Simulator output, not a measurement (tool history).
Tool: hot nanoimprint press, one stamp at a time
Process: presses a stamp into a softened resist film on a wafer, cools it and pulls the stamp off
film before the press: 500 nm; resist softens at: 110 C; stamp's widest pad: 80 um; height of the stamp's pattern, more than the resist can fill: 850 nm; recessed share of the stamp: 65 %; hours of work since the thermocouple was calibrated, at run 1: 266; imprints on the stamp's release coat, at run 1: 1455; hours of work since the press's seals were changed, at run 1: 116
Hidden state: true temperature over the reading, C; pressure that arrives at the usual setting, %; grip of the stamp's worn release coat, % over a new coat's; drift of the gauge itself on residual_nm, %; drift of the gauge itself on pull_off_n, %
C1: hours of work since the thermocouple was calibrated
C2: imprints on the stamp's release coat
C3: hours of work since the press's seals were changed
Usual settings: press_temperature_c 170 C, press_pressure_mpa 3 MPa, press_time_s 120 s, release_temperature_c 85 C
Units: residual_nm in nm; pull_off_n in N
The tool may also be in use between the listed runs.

{"run": 1, "hour": 0.0, "press_temperature_c": 170, "press_pressure_mpa": 3, "press_time_s": 120, "release_temperature_c": 85, "C1": 266, "C2": 1455, "C3": 116, "residual_nm": 298.5, "pull_off_n": 115}
{"run": 2, "hour": 8.2, "press_temperature_c": 170, "press_pressure_mpa": 3, "press_time_s": 120, "release_temperature_c": 85, "C1": 271, "C2": 1477, "C3": 122, "residual_nm": 298.2, "pull_off_n": 117}
{"run": 3, "hour": 17.4, "press_temperature_c": 170, "press_pressure_mpa": 3, "press_time_s": 120, "release_temperature_c": 85, "C1": 278, "C2": 1503, "C3": 128, "residual_nm": 297.8, "pull_off_n": 118}
{"run": 4, "hour": 31.6, "press_temperature_c": 170, "press_pressure_mpa": 3, "press_time_s": 120, "release_temperature_c": 85, "C1": 288, "C2": 1542, "C3": 138, "residual_nm": 302, "pull_off_n": 118}
{"run": 5, "hour": 41.2, "press_temperature_c": 170, "press_pressure_mpa": 3, "press_time_s": 120, "release_temperature_c": 85, "C1": 294, "C2": 1569, "C3": 144, "residual_nm": 299.4, "pull_off_n": 112}
{"run": 6, "hour": 55.4, "press_temperature_c": 170, "press_pressure_mpa": 3, "press_time_s": 120, "release_temperature_c": 85, "C1": 304, "C2": 1608, "C3": 154, "residual_nm": 299.4, "pull_off_n": 122}
{"run": 7, "hour": 62.3, "press_temperature_c": 170, "press_pressure_mpa": 3, "press_time_s": 120, "release_temperature_c": 85, "C1": 309, "C2": 1627, "C3": 159, "residual_nm": 303.5, "pull_off_n": 121}
{"hour": 66.7, "done": "plate thermocouple calibrated"}
{"run": 8, "hour": 71.5, "press_temperature_c": 170, "press_pressure_mpa": 3, "press_time_s": 120, "release_temperature_c": 92, "C1": 3, "C2": 1645, "C3": 163, "residual_nm": 307.4, "pull_off_n": 103}
{"run": 9, "hour": 86.3, "press_temperature_c": 170, "press_pressure_mpa": 3, "press_time_s": 120, "release_temperature_c": 92, "C1": 14, "C2": 1686, "C3": 173, "residual_nm": 305.6, "pull_off_n": 104}
{"hour": 97.6, "done": "plate thermocouple calibrated, once more"}
{"run": 10, "hour": 100.2, "press_temperature_c": 170, "press_pressure_mpa": 3, "press_time_s": 130, "release_temperature_c": 75, "C1": 2, "C2": 1716, "C3": 181, "residual_nm": 275.6, "pull_off_n": 140}
{"run": 11, "hour": 111.4, "press_temperature_c": 170, "press_pressure_mpa": 3, "press_time_s": 130, "release_temperature_c": 75, "C1": 10, "C2": 1747, "C3": 188, "residual_nm": 280.5, "pull_off_n": 140}
{"run": 12, "hour": 124.1, "press_temperature_c": 170, "press_pressure_mpa": 3, "press_time_s": 130, "release_temperature_c": 75, "C1": 18, "C2": 1782, "C3": 197, "residual_nm": 282.1, "pull_off_n": 139}
{"run": 13, "hour": 135.6, "press_temperature_c": 170, "press_pressure_mpa": 2, "press_time_s": 130, "release_temperature_c": 75, "C1": 26, "C2": 1814, "C3": 205, "residual_nm": 330.2, "pull_off_n": 141}
{"run": 14, "hour": 149.1, "press_temperature_c": 170, "press_pressure_mpa": 2, "press_time_s": 130, "release_temperature_c": 75, "C1": 35, "C2": 1852, "C3": 214, "residual_nm": 331.5, "pull_off_n": 146}
{"run": 15, "hour": 158.6, "press_temperature_c": 177, "press_pressure_mpa": 3.5, "press_time_s": 92, "release_temperature_c": 73, "C1": 42, "C2": 1878, "C3": 221, "residual_nm": 202.4, "pull_off_n": 151}

Forecast each of these 3 alternatives for the next run:
{"run": "A", "hour": 168.4, "press_temperature_c": 170, "press_pressure_mpa": 3, "press_time_s": 120, "release_temperature_c": 78, "C1": 49, "C2": 1905, "C3": 228, "residual_nm": "?", "pull_off_n": "?"}
{"run": "B", "hour": 168.4, "press_temperature_c": 178, "press_pressure_mpa": 2.65, "press_time_s": 92, "release_temperature_c": 73, "C1": 49, "C2": 1905, "C3": 228, "residual_nm": "?", "pull_off_n": "?"}
{"run": "C", "hour": 168.4, "press_temperature_c": 177, "press_pressure_mpa": 3.5, "press_time_s": 91, "release_temperature_c": 72, "C1": 49, "C2": 1905, "C3": 228, "residual_nm": "?", "pull_off_n": "?"}

run=A residual_nm=287.8 pull_off_n=140
run=B residual_nm=220.6 pull_off_n=148
run=C residual_nm=201.9 pull_off_n=150
Without the tool's hidden state the same runs would have given:
run=A residual_nm=281.2 pull_off_n=115
run=B residual_nm=215.4 pull_off_n=122
run=C residual_nm=196.5 pull_off_n=124
